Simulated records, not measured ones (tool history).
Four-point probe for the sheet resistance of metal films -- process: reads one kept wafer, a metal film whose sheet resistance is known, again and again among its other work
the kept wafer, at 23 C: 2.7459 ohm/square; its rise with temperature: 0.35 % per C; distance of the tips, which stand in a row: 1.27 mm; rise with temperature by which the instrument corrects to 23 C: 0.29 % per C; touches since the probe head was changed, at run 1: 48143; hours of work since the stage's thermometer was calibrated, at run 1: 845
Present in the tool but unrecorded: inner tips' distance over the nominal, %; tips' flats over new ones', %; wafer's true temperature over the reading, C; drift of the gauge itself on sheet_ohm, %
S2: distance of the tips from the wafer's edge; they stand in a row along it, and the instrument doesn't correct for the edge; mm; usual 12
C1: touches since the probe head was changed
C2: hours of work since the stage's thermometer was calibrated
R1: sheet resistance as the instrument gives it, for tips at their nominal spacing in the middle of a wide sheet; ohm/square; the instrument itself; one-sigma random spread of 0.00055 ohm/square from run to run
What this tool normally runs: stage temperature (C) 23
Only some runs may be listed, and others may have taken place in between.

{"run": 1, "day": 0.0, "stage temperature (C)": 23, "S2": 12, "C1": 48143, "C2": 845, "R1": 2.776093}
{"run": 2, "day": 2.346, "stage temperature (C)": 23, "S2": 12, "C1": 50066, "C2": 877, "R1": 2.776865}
{"run": 3, "day": 4.583, "stage temperature (C)": 27, "S2": 12, "C1": 51902, "C2": 908, "R1": 2.78293}
{"run": 4, "day": 5.588, "stage temperature (C)": 27, "S2": 12, "C1": 52726, "C2": 922, "R1": 2.784839}
{"run": 5, "day": 7.533, "stage temperature (C)": 23, "S2": 12, "C1": 54319, "C2": 948, "R1": 2.778276}
{"run": 6, "day": 8.575, "stage temperature (C)": 23, "S2": 12, "C1": 55173, "C2": 962, "R1": 2.779017}
{"run": 7, "day": 10.75, "stage temperature (C)": 23, "S2": 12, "C1": 56958, "C2": 992, "R1": 2.779219}
{"run": 8, "day": 11.983, "stage temperature (C)": 33, "S2": 12, "C1": 57967, "C2": 1009, "R1": 2.794357}
{"run": 9, "day": 13.908, "stage temperature (C)": 23, "S2": 7, "C1": 59548, "C2": 1035, "R1": 2.811337}
{"run": 10, "day": 15.046, "stage temperature (C)": 23, "S2": 12, "C1": 60481, "C2": 1051, "R1": 2.779684}
{"run": 11, "day": 16.404, "stage temperature (C)": 34, "S2": 12, "C1": 61594, "C2": 1069, "R1": 2.796882}
{"run": 12, "day": 17.792, "stage temperature (C)": 34, "S2": 12, "C1": 62729, "C2": 1088, "R1": 2.796659}
{"run": 13, "day": 19.571, "stage temperature (C)": 34, "S2": 12, "C1": 64189, "C2": 1112, "R1": 2.797964}
{"run": 14, "day": 21.771, "stage temperature (C)": 34, "S2": 12, "C1": 65995, "C2": 1142, "R1": 2.797873}
{"run": 15, "day": 23.317, "stage temperature (C)": 34, "S2": 12, "C1": 67260, "C2": 1163, "R1": 2.798962}
{"run": 16, "day": 24.383, "stage temperature (C)": 34, "S2": 12, "C1": 68136, "C2": 1178, "R1": 2.798486}
{"day": 24.612, "done": "stage's thermometer calibrated"}
{"run": 17, "day": 25.842, "stage temperature (C)": 34, "S2": 12, "C1": 69314, "C2": 17, "R1": 2.80003}
{"run": 18, "day": 27.65, "stage temperature (C)": 29, "S2": 12, "C1": 70796, "C2": 41, "R1": 2.793268}
{"run": 19, "day": 29.196, "stage temperature (C)": 29, "S2": 12, "C1": 72064, "C2": 63, "R1": 2.793239}
{"run": 20, "day": 31.017, "stage temperature (C)": 29, "S2": 12, "C1": 73556, "C2": 87, "R1": 2.794813}
{"day": 31.342, "done": "stage's thermometer calibrated, once more"}
{"run": 21, "day": 32.767, "stage temperature (C)": 29, "S2": 12, "C1": 74973, "C2": 19, "R1": 2.791471}
{"run": 22, "day": 34.262, "stage temperature (C)": 29, "S2": 12, "C1": 76200, "C2": 40, "R1": 2.792522}
{"run": 23, "day": 35.679, "stage temperature (C)": 29, "S2": 12, "C1": 77363, "C2": 59, "R1": 2.793694}
{"run": 24, "day": 37.454, "stage temperature (C)": 18, "S2": 12, "C1": 78819, "C2": 83, "R1": 2.776117}
{"run": 25, "day": 38.954, "stage temperature (C)": 22, "S2": 5, "C1": 80050, "C2": 104, "R1": 2.85937}
{"run": 26, "day": 41.196, "stage temperature (C)": 22, "S2": 5, "C1": 81885, "C2": 134, "R1": 2.86047}
{"day": 42.533, "done": "new probe head fitted"}
{"run": 27, "day": 42.533, "stage temperature (C)": 22, "S2": 5, "C1": 0, "C2": 152, "R1": 2.821886}
{"run": 28, "day": 44.012, "stage temperature (C)": 21, "S2": 60, "C1": 1211, "C2": 172, "R1": 2.729804}
{"run": 29, "day": 45.175, "stage temperature (C)": 21, "S2": 13, "C1": 2164, "C2": 188, "R1": 2.743003}
{"run": 30, "day": 47.283, "stage temperature (C)": 21, "S2": 13, "C1": 3893, "C2": 217, "R1": 2.743074}
{"run": 31, "day": 49.646, "stage temperature (C)": 21, "S2": 13, "C1": 5829, "C2": 249, "R1": 2.745749}
{"run": 32, "day": 51.233, "stage temperature (C)": 32, "S2": 8, "C1": 7131, "C2": 271, "R1": 2.783788}
{"run": 33, "day": 53.308, "stage temperature (C)": 21, "S2": 30, "C1": 8832, "C2": 299, "R1": 2.734454}
{"run": 34, "day": 55.083, "stage temperature (C)": 27, "S2": 5, "C1": 10287, "C2": 323, "R1": 2.832535}
{"run": 35, "day": 57.354, "stage temperature (C)": 22, "S2": 5, "C1": 12152, "C2": 354, "R1": 2.825863}
{"run": 36, "day": 58.7, "stage temperature (C)": 24, "S2": 12, "C1": 13255, "C2": 373, "R1": 2.75421}
{"run": 37, "day": 60.233, "stage temperature (C)": 31, "S2": 9, "C1": 14512, "C2": 394, "R1": 2.777409}
{"run": 38, "day": 62.021, "stage temperature (C)": 24, "S2": 60, "C1": 15977, "C2": 418, "R1": 2.738815}
{"run": 39, "day": 63.812, "stage temperature (C)": 24, "S2": 60, "C1": 17444, "C2": 443, "R1": 2.738049}
{"run": 40, "day": 65.65, "stage temperature (C)": 24, "S2": 60, "C1": 18952, "C2": 468, "R1": 2.7404}
{"run": 41, "day": 67.025, "stage temperature (C)": 30, "S2": 7, "C1": 20081, "C2": 486, "R1": 2.796402}

Consider 5 possible next runs. They are alternatives, not a sequence: every one starts from the tool as it was left by run 41. What does each give?
{"run": "A", "day": 69.179, "stage temperature (C)": 28, "S2": 14, "C1": 21844, "C2": 516, "R1": "?"}
{"run": "B", "day": 69.179, "stage temperature (C)": 28, "S2": 12, "C1": 21844, "C2": 516, "R1": "?"}
{"run": "C", "day": 69.179, "stage temperature (C)": 25, "S2": 13, "C1": 21844, "C2": 516, "R1": "?"}
{"run": "D", "day": 69.179, "stage temperature (C)": 21, "S2": 7, "C1": 21844, "C2": 516, "R1": "?"}
{"run": "E", "day": 69.179, "stage temperature (C)": 30, "S2": 5, "C1": 21844, "C2": 516, "R1": "?"}

run=A R1=2.758705
run=B R1=2.762854
run=C R1=2.755618
run=D R1=2.783929
run=E R1=2.842355
The same runs, with their run-to-run variation unchanged, on a tool lacking any hidden condition would have given:
run=A R1=2.765903
run=B R1=2.770062
run=C R1=2.7628
run=D R1=2.791167
run=E R1=2.849757
